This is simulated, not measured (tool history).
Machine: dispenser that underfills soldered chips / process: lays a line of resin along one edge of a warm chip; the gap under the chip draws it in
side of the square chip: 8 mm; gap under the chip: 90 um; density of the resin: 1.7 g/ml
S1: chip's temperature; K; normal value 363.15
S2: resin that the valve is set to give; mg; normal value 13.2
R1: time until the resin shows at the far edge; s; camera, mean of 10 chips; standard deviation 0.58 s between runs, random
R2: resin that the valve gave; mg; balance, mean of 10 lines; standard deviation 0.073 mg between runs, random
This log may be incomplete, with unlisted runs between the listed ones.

run	day	S1	S2	R1	R2
1	0.000	363.15	13.2	65.2	12.62
# day 0.075: new syringe of resin
2	0.233	363.15	13.2	53.1	12.67
3	0.450	363.15	13.2	60.2	12.53
# day 0.612: new syringe of resin
4	0.688	363.15	13.2	51.4	12.59
# day 1.146: new syringe of resin
5	1.146	373.15	13.2	35.9	12.54
6	1.379	371.15	13.2	42.5	12.49
# day 1.704: new syringe of resin
# day 1.888: dispensing valve cleaned and set on the balance
7	1.900	371.15	13.2	39.6	13.20
8	2.125	371.15	13.2	45.3	13.38
# day 2.288: new syringe of resin
9	2.546	371.15	13.2	42.1	13.12
# day 2.842: new syringe of resin
10	2.883	371.15	13.2	37.8	13.22
11	3.125	371.15	13.2	42.7	13.18
# day 3.388: new syringe of resin
12	3.529	363.15	13.2	52.6	13.12
13	3.900	363.15	13.2	63.8	13.05
# day 3.933: new syringe of resin
14	4.367	363.15	13.2	59.6	12.93
# day 4.492: new syringe of resin
15	4.667	354.15	13.0	72.4	12.79
16	4.942	360.15	16.8	64.6	16.62
# day 5.029: new syringe of resin
17	5.238	360.15	16.8	56.4	16.52
18	5.529	371.15	13.2	47.4	12.94
# day 5.588: new syringe of resin
19	5.838	357.15	14.0	67.1	13.71
# day 6.121: new syringe of resin
20	6.317	361.15	13.5	55.7	13.05
# day 6.662: new syringe of resin
21	6.762	352.15	13.2	74.8	12.98
22	7.079	352.15	13.2	88.1	12.86
# day 7.200: new syringe of resin
23	7.475	370.15	13.2	44.5	12.84
# day 7.738: new syringe of resin
24	7.958	350.15	14.7	82.1	14.08
25	8.233	367.15	16.5	51.0	15.90

Selected run-to-run steps in R1, each split into two signed amounts: the part the tool would show with no hidden state at all (from settings, incoming material and random variation), and the remainder, which goes to the hidden state together with any gauge scatter not common to the measured and the hidden-state-free results:
Hidden state at play: resin's viscosity, % of fresh resin's; dose that the valve gives, % of what is set; true chip temperature over the reading, C; drift of the gauge itself on fill_s, %; drift of the gauge itself on given_mg, %.
Run 12 -> 13: no setting changed, nothing entered. R1 +11.2 s: hidden state +11.2, all else +0.0.
Run 21 -> 22: no setting changed, nothing entered. R1 +13.3 s: hidden state +13.4, all else -0.1.
Run 22 -> 23: S1 352.15 -> 370.15, new syringe of resin. R1 -43.6 s: hidden state -10.0, all else -33.6.
Run 23 -> 24: S1 370.15 -> 350.15, S2 13.2 -> 14.7, new syringe of resin. R1 +37.6 s: hidden state +0.0, all else +37.6.
